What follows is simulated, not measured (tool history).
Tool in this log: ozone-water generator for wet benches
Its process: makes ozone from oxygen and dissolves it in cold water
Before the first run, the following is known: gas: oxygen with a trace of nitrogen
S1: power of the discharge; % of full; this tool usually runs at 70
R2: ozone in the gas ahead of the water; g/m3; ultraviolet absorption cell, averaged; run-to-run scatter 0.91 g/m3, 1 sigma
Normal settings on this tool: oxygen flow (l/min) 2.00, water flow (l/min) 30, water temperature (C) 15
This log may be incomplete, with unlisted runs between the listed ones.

{"run": 1, "hour": 0.0, "S1": 70, "oxygen flow (l/min)": 2.0, "water flow (l/min)": 30, "water temperature (C)": 15, "dissolved ozone (ppm)": 5.0, "R2": 152.9}
{"run": 2, "hour": 27.3, "S1": 70, "oxygen flow (l/min)": 2.0, "water flow (l/min)": 30, "water temperature (C)": 15, "dissolved ozone (ppm)": 4.9, "R2": 150.0}
{"run": 3, "hour": 82.5, "S1": 70, "oxygen flow (l/min)": 2.0, "water flow (l/min)": 30, "water temperature (C)": 15, "dissolved ozone (ppm)": 5.0, "R2": 151.2}
{"run": 4, "hour": 123.0, "S1": 70, "oxygen flow (l/min)": 2.0, "water flow (l/min)": 30, "water temperature (C)": 15, "dissolved ozone (ppm)": 5.0, "R2": 152.7}
{"run": 5, "hour": 163.9, "S1": 70, "oxygen flow (l/min)": 2.0, "water flow (l/min)": 30, "water temperature (C)": 15, "dissolved ozone (ppm)": 4.9, "R2": 152.2}
{"run": 6, "hour": 210.2, "S1": 70, "oxygen flow (l/min)": 2.91, "water flow (l/min)": 30, "water temperature (C)": 15, "dissolved ozone (ppm)": 5.8, "R2": 136.3}
{"run": 7, "hour": 234.5, "S1": 70, "oxygen flow (l/min)": 2.0, "water flow (l/min)": 30, "water temperature (C)": 7, "dissolved ozone (ppm)": 5.1, "R2": 152.0}
{"run": 8, "hour": 259.9, "S1": 70, "oxygen flow (l/min)": 2.0, "water flow (l/min)": 30, "water temperature (C)": 7, "dissolved ozone (ppm)": 4.9, "R2": 152.8}
{"run": 9, "hour": 291.7, "S1": 70, "oxygen flow (l/min)": 2.0, "water flow (l/min)": 30, "water temperature (C)": 7, "dissolved ozone (ppm)": 5.1, "R2": 153.0}
{"run": 10, "hour": 343.7, "S1": 44, "oxygen flow (l/min)": 2.0, "water flow (l/min)": 30, "water temperature (C)": 15, "dissolved ozone (ppm)": 3.7, "R2": 115.5}
{"run": 11, "hour": 376.6, "S1": 70, "oxygen flow (l/min)": 1.21, "water flow (l/min)": 30, "water temperature (C)": 15, "dissolved ozone (ppm)": 3.7, "R2": 180.4}
{"run": 12, "hour": 426.6, "S1": 70, "oxygen flow (l/min)": 1.21, "water flow (l/min)": 30, "water temperature (C)": 15, "dissolved ozone (ppm)": 3.7, "R2": 182.4}
{"run": 13, "hour": 465.5, "S1": 70, "oxygen flow (l/min)": 3.53, "water flow (l/min)": 30, "water temperature (C)": 15, "dissolved ozone (ppm)": 6.5, "R2": 126.9}
{"run": 14, "hour": 501.7, "S1": 70, "oxygen flow (l/min)": 3.53, "water flow (l/min)": 30, "water temperature (C)": 15, "dissolved ozone (ppm)": 6.5, "R2": 128.4}
{"run": 15, "hour": 558.6, "S1": 46, "oxygen flow (l/min)": 3.53, "water flow (l/min)": 30, "water temperature (C)": 15, "dissolved ozone (ppm)": 4.8, "R2": 98.9}
{"run": 16, "hour": 604.0, "S1": 70, "oxygen flow (l/min)": 2.0, "water flow (l/min)": 30, "water temperature (C)": 15, "dissolved ozone (ppm)": 5.0, "R2": 154.3}
{"run": 17, "hour": 647.8, "S1": 70, "oxygen flow (l/min)": 2.0, "water flow (l/min)": 36, "water temperature (C)": 10, "dissolved ozone (ppm)": 4.0, "R2": 153.8}
{"run": 18, "hour": 677.8, "S1": 90, "oxygen flow (l/min)": 2.58, "water flow (l/min)": 26, "water temperature (C)": 9, "dissolved ozone (ppm)": 7.9, "R2": 167.6}
{"run": 19, "hour": 708.3, "S1": 90, "oxygen flow (l/min)": 2.58, "water flow (l/min)": 26, "water temperature (C)": 9, "dissolved ozone (ppm)": 8.1, "R2": 165.3}
{"run": 20, "hour": 744.9, "S1": 52, "oxygen flow (l/min)": 2.0, "water flow (l/min)": 30, "water temperature (C)": 21, "dissolved ozone (ppm)": 3.9, "R2": 128.2}

What does the tool deliver on the next run?
{"run": 21, "hour": 796.0, "S1": 52, "oxygen flow (l/min)": 2.0, "water flow (l/min)": 30, "water temperature (C)": 21, "dissolved ozone (ppm)": "?", "R2": "?"}

Run 21 measured dissolved ozone (ppm) 3.9, R2 126.9 g/m3.
The same run, on a tool lacking any hidden state, would have yielded dissolved ozone (ppm) 3.9, R2 125.2 g/m3.
